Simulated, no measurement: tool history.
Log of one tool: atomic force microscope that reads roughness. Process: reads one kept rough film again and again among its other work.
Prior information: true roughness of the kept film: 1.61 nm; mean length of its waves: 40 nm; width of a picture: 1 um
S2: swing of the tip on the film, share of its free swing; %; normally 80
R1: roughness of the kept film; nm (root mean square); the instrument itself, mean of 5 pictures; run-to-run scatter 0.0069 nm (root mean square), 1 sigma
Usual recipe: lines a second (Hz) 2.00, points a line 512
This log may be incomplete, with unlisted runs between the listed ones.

{"run": 1, "day": 0.0, "lines a second (Hz)": 2.0, "S2": 80, "points a line": 512, "R1": 1.39}
{"run": 2, "day": 0.35, "lines a second (Hz)": 2.0, "S2": 80, "points a line": 994, "R1": 1.407}
{"run": 3, "day": 0.746, "lines a second (Hz)": 2.0, "S2": 80, "points a line": 994, "R1": 1.393}
{"run": 4, "day": 1.208, "lines a second (Hz)": 2.0, "S2": 88, "points a line": 512, "R1": 1.341}
{"run": 5, "day": 1.621, "lines a second (Hz)": 2.0, "S2": 80, "points a line": 512, "R1": 1.403}
{"run": 6, "day": 1.904, "lines a second (Hz)": 2.0, "S2": 80, "points a line": 512, "R1": 1.395}
{"run": 7, "day": 2.275, "lines a second (Hz)": 2.0, "S2": 80, "points a line": 512, "R1": 1.368}
{"run": 8, "day": 2.692, "lines a second (Hz)": 0.52, "S2": 80, "points a line": 512, "R1": 1.452}
{"run": 9, "day": 2.9, "lines a second (Hz)": 0.52, "S2": 80, "points a line": 512, "R1": 1.468}
{"run": 10, "day": 3.125, "lines a second (Hz)": 2.0, "S2": 80, "points a line": 512, "R1": 1.374}
{"run": 11, "day": 3.575, "lines a second (Hz)": 2.0, "S2": 80, "points a line": 509, "R1": 1.38}
{"run": 12, "day": 3.938, "lines a second (Hz)": 2.0, "S2": 56, "points a line": 381, "R1": 1.456}
{"run": 13, "day": 4.296, "lines a second (Hz)": 2.0, "S2": 67, "points a line": 926, "R1": 1.414}
{"day": 4.446, "done": "new tip fitted"}
{"run": 14, "day": 4.725, "lines a second (Hz)": 2.0, "S2": 64, "points a line": 468, "R1": 1.495}
{"run": 15, "day": 5.133, "lines a second (Hz)": 1.36, "S2": 64, "points a line": 486, "R1": 1.52}
{"run": 16, "day": 5.404, "lines a second (Hz)": 1.36, "S2": 64, "points a line": 486, "R1": 1.512}
{"run": 17, "day": 5.771, "lines a second (Hz)": 1.36, "S2": 64, "points a line": 486, "R1": 1.506}
{"run": 18, "day": 6.192, "lines a second (Hz)": 1.75, "S2": 57, "points a line": 512, "R1": 1.523}
{"run": 19, "day": 6.592, "lines a second (Hz)": 3.37, "S2": 82, "points a line": 530, "R1": 1.335}
{"run": 20, "day": 6.812, "lines a second (Hz)": 2.0, "S2": 80, "points a line": 342, "R1": 1.413}
{"run": 21, "day": 7.058, "lines a second (Hz)": 2.0, "S2": 80, "points a line": 342, "R1": 1.416}

Consider 5 possible next runs. They are alternatives, not a sequence: every one starts from the tool as it was left by run 21. What does each give?
{"run": "A", "day": 7.475, "lines a second (Hz)": 2.49, "S2": 80, "points a line": 512, "R1": "?"}
{"run": "B", "day": 7.475, "lines a second (Hz)": 0.87, "S2": 57, "points a line": 342, "R1": "?"}
{"run": "C", "day": 7.475, "lines a second (Hz)": 2.03, "S2": 59, "points a line": 273, "R1": "?"}
{"run": "D", "day": 7.475, "lines a second (Hz)": 0.84, "S2": 69, "points a line": 402, "R1": "?"}
{"run": "E", "day": 7.475, "lines a second (Hz)": 2.43, "S2": 70, "points a line": 342, "R1": "?"}

run=A R1=1.386
run=B R1=1.510
run=C R1=1.490
run=D R1=1.511
run=E R1=1.450
Without the tool's unlogged condition, the same runs would have read:
run=A R1=1.413
run=B R1=1.540
run=C R1=1.519
run=D R1=1.541
run=E R1=1.479

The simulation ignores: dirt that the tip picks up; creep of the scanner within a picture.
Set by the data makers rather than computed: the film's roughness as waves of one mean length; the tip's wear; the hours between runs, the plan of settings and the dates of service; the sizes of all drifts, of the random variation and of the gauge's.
